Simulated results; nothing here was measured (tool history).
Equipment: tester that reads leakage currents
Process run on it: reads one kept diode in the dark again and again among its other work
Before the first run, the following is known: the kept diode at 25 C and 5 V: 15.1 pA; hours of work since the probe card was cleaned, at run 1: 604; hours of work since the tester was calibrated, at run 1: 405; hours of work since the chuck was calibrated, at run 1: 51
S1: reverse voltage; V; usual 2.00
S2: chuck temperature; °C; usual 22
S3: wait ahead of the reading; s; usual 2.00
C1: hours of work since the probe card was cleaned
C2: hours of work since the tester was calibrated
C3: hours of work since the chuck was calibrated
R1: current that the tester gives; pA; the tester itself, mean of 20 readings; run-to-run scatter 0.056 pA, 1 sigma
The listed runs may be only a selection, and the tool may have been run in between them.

| run | hour | S1 | S2 | S3 | C1 | C2 | C3 | R1 |
|---|---|---|---|---|---|---|---|---|
| 1 | 0.0 | 2.00 | 22 | 2.00 | 604 | 405 | 51 | 9.05 |
| 2 | 68.0 | 2.00 | 22 | 2.00 | 644 | 445 | 91 | 9.04 |
| 3 | 136.8 | 2.00 | 22 | 2.00 | 685 | 486 | 132 | 9.18 |
| 4 | 229.2 | 2.00 | 22 | 0.32 | 739 | 541 | 187 | 10.70 |
| 5 | 348.5 | 2.00 | 22 | 0.32 | 810 | 612 | 257 | 10.75 |
| 6 | 431.9 | 2.00 | 28 | 2.00 | 860 | 661 | 307 | 15.15 |
| 7 | 557.7 | 2.00 | 37 | 2.00 | 934 | 735 | 381 | 30.82 |
| 8 | 641.2 | 2.00 | 22 | 2.00 | 984 | 785 | 431 | 9.77 |
| 9 | 735.6 | 2.00 | 22 | 2.00 | 1039 | 841 | 487 | 9.89 |
| 10 | 833.1 | 2.00 | 22 | 2.00 | 1097 | 899 | 544 | 9.91 |
| 11 | 905.6 | 2.00 | 22 | 8.27 | 1140 | 942 | 587 | 9.91 |
| 12 | 1036.6 | 2.00 | 22 | 5.83 | 1218 | 1019 | 665 | 10.09 |
| 13 | 1156.5 | 2.00 | 22 | 5.83 | 1289 | 1090 | 736 | 10.24 |
| 14 | 1281.0 | 2.00 | 22 | 6.99 | 1363 | 1164 | 810 | 10.39 |
| 15 | 1396.0 | 2.48 | 22 | 0.40 | 1431 | 1232 | 878 | 13.44 |
| 16 | 1521.1 | 4.75 | 22 | 5.26 | 1505 | 1306 | 952 | 17.60 |
| 17 | 1583.8 | 14.74 | 36 | 2.00 | 1542 | 1343 | 989 | 84.92 |
| 18 | 1672.5 | 6.22 | 22 | 2.02 | 1595 | 1396 | 1042 | 21.78 |
| 19 | 1766.3 | 6.01 | 23 | 1.56 | 1650 | 1452 | 1097 | 23.22 |
| 20 | 1855.4 | 1.51 | 32 | 0.36 | 1703 | 1504 | 1150 | 20.86 |
| 21 | 1949.9 | 4.06 | 22 | 0.51 | 1759 | 1560 | 1206 | 18.82 |
| 22 | 2023.5 | 11.17 | 23 | 0.39 | 1803 | 1604 | 1250 | 42.33 |
| 23 | 2144.3 | 11.17 | 23 | 0.39 | 1874 | 1676 | 1321 | 42.95 |
| 24 | 2215.8 | 11.17 | 23 | 0.39 | 1917 | 1718 | 1364 | 43.33 |
| 25 | 2302.7 | 2.00 | 22 | 9.19 | 1968 | 1769 | 1415 | 11.49 |
| 26 | 2414.5 | 5.10 | 22 | 1.71 | 2034 | 1836 | 1481 | 21.46 |
| 27 | 2483.8 | 5.10 | 22 | 1.71 | 2075 | 1877 | 1523 | 21.55 |

Forecast each of these 5 alternatives for the next run:
| A | 2553.5 | 13.40 | 41 | 8.93 | 2117 | 1918 | 1564 | ? |
| B | 2553.5 | 5.10 | 26 | 1.71 | 2117 | 1918 | 1564 | ? |
| C | 2553.5 | 11.10 | 59 | 1.77 | 2117 | 1918 | 1564 | ? |
| D | 2553.5 | 5.10 | 22 | 1.88 | 2117 | 1918 | 1564 | ? |
| E | 2553.5 | 6.33 | 22 | 0.41 | 2117 | 1918 | 1564 | ? |

| run | R1 |
|---|---|
| A | 119.00 |
| B | 27.43 |
| C | 368.59 |
| D | 21.78 |
| E | 28.42 |
Had the tool no hidden state, the same runs would have come out as:
| run | R1 |
|---|---|
| A | 90.16 |
| B | 17.66 |
| C | 326.69 |
| D | 12.49 |
| E | 17.04 |

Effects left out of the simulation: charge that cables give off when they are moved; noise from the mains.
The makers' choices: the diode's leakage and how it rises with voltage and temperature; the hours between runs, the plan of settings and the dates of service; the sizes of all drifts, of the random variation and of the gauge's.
